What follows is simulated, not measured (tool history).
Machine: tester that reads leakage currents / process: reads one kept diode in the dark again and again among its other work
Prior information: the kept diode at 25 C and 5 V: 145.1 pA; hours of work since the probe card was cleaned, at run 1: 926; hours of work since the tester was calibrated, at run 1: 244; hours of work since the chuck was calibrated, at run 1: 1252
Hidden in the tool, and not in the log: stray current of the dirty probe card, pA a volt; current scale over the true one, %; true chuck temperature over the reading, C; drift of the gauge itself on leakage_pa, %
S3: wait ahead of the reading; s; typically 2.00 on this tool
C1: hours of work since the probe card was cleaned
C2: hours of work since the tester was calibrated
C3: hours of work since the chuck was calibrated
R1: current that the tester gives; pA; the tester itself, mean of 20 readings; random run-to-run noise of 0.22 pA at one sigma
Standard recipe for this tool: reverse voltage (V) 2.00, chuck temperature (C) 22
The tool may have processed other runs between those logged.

Run 1, hour 0.0: usual settings; C1 926; C2 244; C3 1252. Result: R1 72.12 pA.
Run 2, hour 71.8: usual settings; C1 957; C2 275; C3 1282. Result: R1 72.15 pA.
Run 3, hour 138.9: usual settings; C1 985; C2 303; C3 1311. Result: R1 72.07 pA.
Run 4, hour 200.4: usual settings; C1 1011; C2 329; C3 1337. Result: R1 72.51 pA.
Run 5, hour 269.6: usual settings; C1 1041; C2 359; C3 1366. Result: R1 72.61 pA.
Run 6, hour 354.6: usual settings; C1 1077; C2 395; C3 1403. Result: R1 71.95 pA.
Run 7, hour 398.5: usual settings but S3 8.30 s; C1 1095; C2 414; C3 1421. Result: R1 72.72 pA.
Run 8, hour 479.8: usual settings; C1 1130; C2 448; C3 1456. Result: R1 72.45 pA.
At hour 498.4: probe card cleaned and baked.
Run 9, hour 556.3: usual settings; C1 25; C2 479; C3 1487. Result: R1 71.79 pA.
Run 10, hour 599.4: usual settings; C1 43; C2 498; C3 1505. Result: R1 71.60 pA.
Run 11, hour 644.8: usual settings; C1 62; C2 517; C3 1524. Result: R1 72.12 pA.
Run 12, hour 730.7: usual settings; C1 99; C2 553; C3 1561. Result: R1 71.43 pA.
Run 13, hour 825.3: usual settings; C1 139; C2 593; C3 1601. Result: R1 72.12 pA.
Run 14, hour 916.5: usual settings; C1 177; C2 632; C3 1640. Result: R1 72.31 pA.
Run 15, hour 956.7: usual settings but S3 0.43 s; C1 194; C2 649; C3 1657. Result: R1 72.90 pA.
Run 16, hour 1052.8: usual settings; C1 235; C2 690; C3 1697. Result: R1 72.53 pA.
Run 17, hour 1132.3: usual settings but chuck temperature (C) 35; C1 269; C2 724; C3 1731. Result: R1 198.25 pA.
Run 18, hour 1207.4: usual settings but chuck temperature (C) 35; C1 301; C2 756; C3 1763. Result: R1 197.62 pA.
Run 19, hour 1247.2: usual settings but reverse voltage (V) 2.44, chuck temperature (C) 57, S3 6.21 s; C1 318; C2 772; C3 1780. Result: R1 1009.23 pA.
Run 20, hour 1290.9: usual settings but reverse voltage (V) 9.74, chuck temperature (C) 57, S3 6.21 s; C1 336; C2 791; C3 1799. Result: R1 2103.85 pA.
Run 21, hour 1343.8: usual settings but reverse voltage (V) 1.77, S3 2.63 s; C1 359; C2 813; C3 1821. Result: R1 67.82 pA.
Run 22, hour 1410.3: usual settings but reverse voltage (V) 7.47, chuck temperature (C) 54, S3 3.78 s; C1 387; C2 842; C3 1849. Result: R1 1511.88 pA.
Run 23, hour 1485.4: usual settings but S3 0.37 s; C1 419; C2 873; C3 1881. Result: R1 73.68 pA.
Run 24, hour 1575.1: usual settings but reverse voltage (V) 6.75, chuck temperature (C) 28, S3 2.67 s; C1 457; C2 912; C3 1919. Result: R1 225.79 pA.
Run 25, hour 1654.5: usual settings but reverse voltage (V) 14.29; C1 491; C2 945; C3 1953. Result: R1 211.18 pA.
Run 26, hour 1704.9: usual settings but reverse voltage (V) 13.11; C1 512; C2 967; C3 1974. Result: R1 201.70 pA.
Run 27, hour 1790.9: usual settings but reverse voltage (V) 13.11; C1 549; C2 1003; C3 2011. Result: R1 202.69 pA.
Run 28, hour 1858.0: usual settings but reverse voltage (V) 4.68, S3 0.70 s; C1 577; C2 1032; C3 2039. Result: R1 116.56 pA.
Run 29, hour 1938.9: usual settings but reverse voltage (V) 3.43, chuck temperature (C) 55, S3 1.01 s; C1 611; C2 1066; C3 2074. Result: R1 1073.05 pA.
Run 30, hour 2023.9: usual settings but reverse voltage (V) 3.43, chuck temperature (C) 55, S3 1.01 s; C1 647; C2 1102; C3 2110. Result: R1 1067.08 pA.
At hour 2084.3: chuck's temperature calibrated.
Run 31, hour 2109.7: usual settings but S3 8.86 s; C1 683; C2 1138; C3 11. Result: R1 70.61 pA.
Run 32, hour 2153.6: usual settings but S3 8.86 s; C1 702; C2 1156; C3 29. Result: R1 70.31 pA.
Run 33, hour 2199.7: usual settings but S3 8.86 s; C1 721; C2 1176; C3 49. Result: R1 70.75 pA.

Results for each run, recomputed without the tool's hidden state and with each run's random variation untouched:
run       R1
  1    70.08
  2    70.04
  3    69.90
  4    70.27
  5    70.30
  6    69.59
  7    70.29
  8    69.95
  9    70.24
 10    70.01
 11    70.47
 12    69.72
 13    70.30
 14    70.39
 15    70.95
 16    70.47
 17   193.31
 18   192.56
 19   987.78
 20  2057.85
 21    65.65
 22  1476.85
 23    71.22
 24   218.00
 25   201.69
 26   192.55
 27   193.18
 28   111.70
 29  1044.77
 30  1038.38
 31    69.98
 32    69.64
 33    70.03
